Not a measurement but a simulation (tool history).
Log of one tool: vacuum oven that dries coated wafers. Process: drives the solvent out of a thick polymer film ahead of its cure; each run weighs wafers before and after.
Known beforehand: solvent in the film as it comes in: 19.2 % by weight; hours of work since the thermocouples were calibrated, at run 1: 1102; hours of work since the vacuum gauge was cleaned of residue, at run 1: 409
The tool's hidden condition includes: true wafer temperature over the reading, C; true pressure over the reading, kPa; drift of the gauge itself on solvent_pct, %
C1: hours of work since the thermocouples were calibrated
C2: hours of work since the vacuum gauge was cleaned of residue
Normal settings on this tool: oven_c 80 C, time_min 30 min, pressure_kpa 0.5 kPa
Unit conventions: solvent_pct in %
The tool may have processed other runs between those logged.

{"run": 1, "day": 0.0, "oven_c": 80, "time_min": 30, "pressure_kpa": 0.5, "C1": 1102, "C2": 409, "solvent_pct": 1.21}
{"run": 2, "day": 0.746, "oven_c": 80, "time_min": 30, "pressure_kpa": 0.5, "C1": 1114, "C2": 421, "solvent_pct": 1.11}
{"run": 3, "day": 1.429, "oven_c": 80, "time_min": 30, "pressure_kpa": 0.5, "C1": 1124, "C2": 431, "solvent_pct": 1.21}
{"run": 4, "day": 1.875, "oven_c": 80, "time_min": 25, "pressure_kpa": 0.5, "C1": 1131, "C2": 438, "solvent_pct": 1.73}
{"run": 5, "day": 2.708, "oven_c": 80, "time_min": 45, "pressure_kpa": 0.5, "C1": 1143, "C2": 450, "solvent_pct": 0.5}
{"day": 2.871, "done": "oven's thermocouples calibrated"}
{"run": 6, "day": 3.867, "oven_c": 80, "time_min": 45, "pressure_kpa": 0.579, "C1": 15, "C2": 466, "solvent_pct": 0.59}
{"run": 7, "day": 4.525, "oven_c": 89, "time_min": 33, "pressure_kpa": 0.624, "C1": 25, "C2": 476, "solvent_pct": 0.41}
{"run": 8, "day": 5.15, "oven_c": 73, "time_min": 33, "pressure_kpa": 0.323, "C1": 34, "C2": 486, "solvent_pct": 2.56}
{"day": 5.371, "done": "oven's thermocouples calibrated, once more"}
{"run": 9, "day": 5.971, "oven_c": 80, "time_min": 21, "pressure_kpa": 1.172, "C1": 9, "C2": 497, "solvent_pct": 2.02}
{"run": 10, "day": 6.558, "oven_c": 80, "time_min": 21, "pressure_kpa": 1.172, "C1": 18, "C2": 505, "solvent_pct": 1.92}
{"run": 11, "day": 7.021, "oven_c": 77, "time_min": 29, "pressure_kpa": 0.438, "C1": 25, "C2": 512, "solvent_pct": 1.34}

Below, some changes in solvent_pct between adjacent runs. For each, the amount present without the hidden state too (settings, incoming material, random variation) and the amount remaining for the hidden state with gauge scatter not shared by both compared results:
Run 7 -> 8: oven_c 89 -> 73, pressure_kpa 0.624 -> 0.323. solvent_pct +2.15 %: hidden state +0.78, all else +1.37.
Run 8 -> 9: oven_c 73 -> 80, time_min 33 -> 21, pressure_kpa 0.323 -> 1.172, oven's thermocouples calibrated, once more. solvent_pct -0.54 %: hidden state -0.9, all else +0.36.

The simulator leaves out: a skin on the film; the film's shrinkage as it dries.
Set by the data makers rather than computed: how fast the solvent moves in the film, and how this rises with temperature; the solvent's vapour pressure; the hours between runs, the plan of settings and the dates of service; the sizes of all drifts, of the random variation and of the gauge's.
